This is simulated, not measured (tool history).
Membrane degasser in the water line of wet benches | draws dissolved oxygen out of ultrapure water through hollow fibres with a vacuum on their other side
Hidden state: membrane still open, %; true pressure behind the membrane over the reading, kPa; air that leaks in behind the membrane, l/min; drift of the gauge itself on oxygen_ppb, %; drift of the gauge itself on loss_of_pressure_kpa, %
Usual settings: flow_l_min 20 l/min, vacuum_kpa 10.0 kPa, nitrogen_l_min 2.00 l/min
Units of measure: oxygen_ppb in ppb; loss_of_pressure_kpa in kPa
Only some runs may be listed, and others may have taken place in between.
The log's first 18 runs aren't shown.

| run | day | flow_l_min | vacuum_kpa | nitrogen_l_min | hours since the membrane was changed | hours since the vacuum gauge was calibrated | hours since the vacuum lines were made tight | oxygen_ppb | loss_of_pressure_kpa |
|---|---|---|---|---|---|---|---|---|---|
| 19 | 109.942 | 20 | 19.4 | 1.44 | 3702 | 3702 | 1632 | 499.8 | 51.55 |
| 20 | 118.567 | 20 | 10.4 | 2.43 | 3909 | 3909 | 1839 | 149.6 | 51.61 |
|  | 125.358 | vacuum gauge calibrated |
| 21 | 127.396 | 20 | 8.3 | 2.43 | 4120 | 49 | 2050 | 109.6 | 51.43 |
| 22 | 133.967 | 15 | 10.5 | 1.31 | 4278 | 207 | 2208 | 195.8 | 38.09 |
| 23 | 138.762 | 13 | 10.0 | 2.75 | 4393 | 322 | 2323 | 78.7 | 33.35 |
| 24 | 145.438 | 26 | 10.0 | 4.73 | 4553 | 482 | 2483 | 125.6 | 66.40 |
|  | 148.300 | seals of the vacuum lines changed |
| 25 | 153.583 | 26 | 10.0 | 4.73 | 4746 | 675 | 127 | 126.2 | 67.00 |
| 26 | 158.342 | 23 | 17.9 | 2.00 | 4861 | 790 | 241 | 395.9 | 58.72 |
| 27 | 165.412 | 23 | 17.9 | 3.49 | 5030 | 959 | 411 | 250.0 | 58.62 |
| 28 | 169.525 | 19 | 7.4 | 2.00 | 5129 | 1058 | 509 | 100.2 | 48.72 |
| 29 | 177.158 | 19 | 7.4 | 2.00 | 5312 | 1241 | 693 | 101.6 | 48.50 |
| 30 | 183.308 | 20 | 6.2 | 2.00 | 5460 | 1389 | 840 | 79.6 | 51.49 |
| 31 | 188.567 | 20 | 24.2 | 2.00 | 5586 | 1515 | 966 | 481.7 | 51.14 |

Below are 5 alternative next runs, each starting from the tool's condition after run 31. Predict each:
| A | 195.775 | 29 | 24.2 | 2.00 | 5759 | 1688 | 1139 | ? | ? |
| B | 195.775 | 14 | 16.7 | 2.61 | 5759 | 1688 | 1139 | ? | ? |
| C | 195.775 | 20 | 6.2 | 1.87 | 5759 | 1688 | 1139 | ? | ? |
| D | 195.775 | 19 | 6.5 | 3.01 | 5759 | 1688 | 1139 | ? | ? |
| E | 195.775 | 20 | 21.2 | 2.00 | 5759 | 1688 | 1139 | ? | ? |

| run | oxygen_ppb | loss_of_pressure_kpa |
|---|---|---|
| A | 693.7 | 73.87 |
| B | 176.7 | 36.32 |
| C | 84.9 | 51.59 |
| D | 58.8 | 48.89 |
| E | 417.8 | 50.67 |
Stripped of hidden state, with their random variation kept, the same runs would have yielded:
| run | oxygen_ppb | loss_of_pressure_kpa |
|---|---|---|
| A | 693.1 | 73.77 |
| B | 176.6 | 36.27 |
| C | 84.6 | 51.51 |
| D | 58.6 | 48.82 |
| E | 417.5 | 50.59 |

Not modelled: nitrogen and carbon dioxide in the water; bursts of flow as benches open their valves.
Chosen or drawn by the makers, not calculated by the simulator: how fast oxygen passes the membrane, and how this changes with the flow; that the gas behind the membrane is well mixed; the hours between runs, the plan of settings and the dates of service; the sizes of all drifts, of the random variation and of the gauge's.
